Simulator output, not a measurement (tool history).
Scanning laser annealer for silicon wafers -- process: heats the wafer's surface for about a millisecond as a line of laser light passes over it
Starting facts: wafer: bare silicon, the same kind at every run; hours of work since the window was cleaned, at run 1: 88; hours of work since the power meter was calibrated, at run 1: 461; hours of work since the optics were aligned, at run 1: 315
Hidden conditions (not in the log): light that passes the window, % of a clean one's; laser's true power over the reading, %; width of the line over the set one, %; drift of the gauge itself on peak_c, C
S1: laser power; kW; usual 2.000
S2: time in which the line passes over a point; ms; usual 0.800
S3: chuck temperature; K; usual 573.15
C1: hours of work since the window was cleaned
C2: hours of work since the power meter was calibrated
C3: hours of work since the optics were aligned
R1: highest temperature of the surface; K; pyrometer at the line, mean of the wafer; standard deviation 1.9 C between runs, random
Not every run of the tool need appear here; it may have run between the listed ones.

run,day,S1,S2,S3,C1,C2,C3,R1
1,0.000,2.000,0.800,573.15,88,461,315,1376.15
2,0.967,2.000,0.800,573.15,99,472,327,1373.15
3,1.633,2.000,0.800,573.15,107,480,334,1374.15
4,2.367,2.000,0.800,573.15,116,489,343,1373.15
5,2.992,2.000,0.800,573.15,123,496,351,1374.15
6,3.550,2.000,0.800,573.15,130,503,357,1375.15
7,4.546,2.000,0.800,573.15,142,515,369,1374.15
8,5.012,2.000,0.800,573.15,147,520,375,1370.15
9,5.946,2.000,0.800,573.15,158,532,386,1372.15
10,6.942,2.000,0.800,573.15,170,543,398,1367.15
11,7.488,2.000,0.800,573.15,177,550,404,1371.15
12,8.075,2.000,0.800,573.15,184,557,411,1370.15
13,8.979,2.000,0.800,573.15,194,568,422,1373.15
14,9.404,2.000,0.800,573.15,199,573,427,1372.15
15,10.179,2.000,0.587,573.15,209,582,436,1244.15
16,10.754,2.000,0.800,576.15,216,589,443,1372.15
17,11.667,2.000,0.800,576.15,226,600,454,1376.15
18,12.358,2.000,0.800,573.15,235,608,462,1370.15
19,12.838,2.000,0.800,573.15,240,613,468,1368.15
# day 13.104: optics aligned, line set to its width
20,13.971,2.000,0.800,573.15,251,625,10,1366.15
21,14.533,2.000,0.800,573.15,258,631,17,1369.15
22,15.017,2.000,0.800,573.15,264,637,23,1369.15
23,15.442,2.000,0.629,573.15,269,642,28,1267.15
24,16.321,2.194,0.599,573.15,279,652,38,1307.15
25,17.138,2.000,0.892,573.15,289,662,48,1418.15
26,17.862,2.000,0.892,573.15,298,671,57,1416.15
27,18.283,2.000,0.892,573.15,303,676,62,1417.15
28,18.908,2.000,0.892,573.15,310,683,69,1417.15
# day 19.362: optics aligned, line set to its width, once more
29,19.712,2.000,0.892,573.15,317,690,4,1423.15
30,20.388,2.000,0.892,573.15,325,698,12,1422.15
31,21.188,1.764,0.800,564.15,335,708,22,1279.15
32,22.025,2.127,0.580,582.15,345,718,32,1291.15
33,22.633,2.026,0.723,599.15,352,725,39,1362.15
34,23.646,2.026,0.723,599.15,364,737,51,1361.15
35,24.458,1.737,0.728,559.15,374,747,61,1225.15
36,24.996,2.147,0.739,597.15,380,753,67,1417.15
37,25.842,2.147,0.886,575.15,390,763,77,1477.15
38,26.471,2.147,0.886,575.15,398,771,85,1472.15
39,27.196,2.147,0.886,575.15,406,779,93,1477.15
40,28.083,1.755,0.706,573.15,417,790,104,1230.15

Branching from run 40: 4 alternative next runs. What would each branch give?
A,28.500,1.849,0.800,577.15,422,795,109,?
B,28.500,1.874,0.867,573.15,422,795,109,?
C,28.500,1.763,0.800,607.15,422,795,109,?
D,28.500,1.755,0.706,605.15,422,795,109,?

run,R1
A,1319.15
B,1358.15
C,1318.15
D,1266.15
Had the tool no hidden state, the same runs would have come out as:
run,R1
A,1329.15
B,1369.15
C,1328.15
D,1275.15
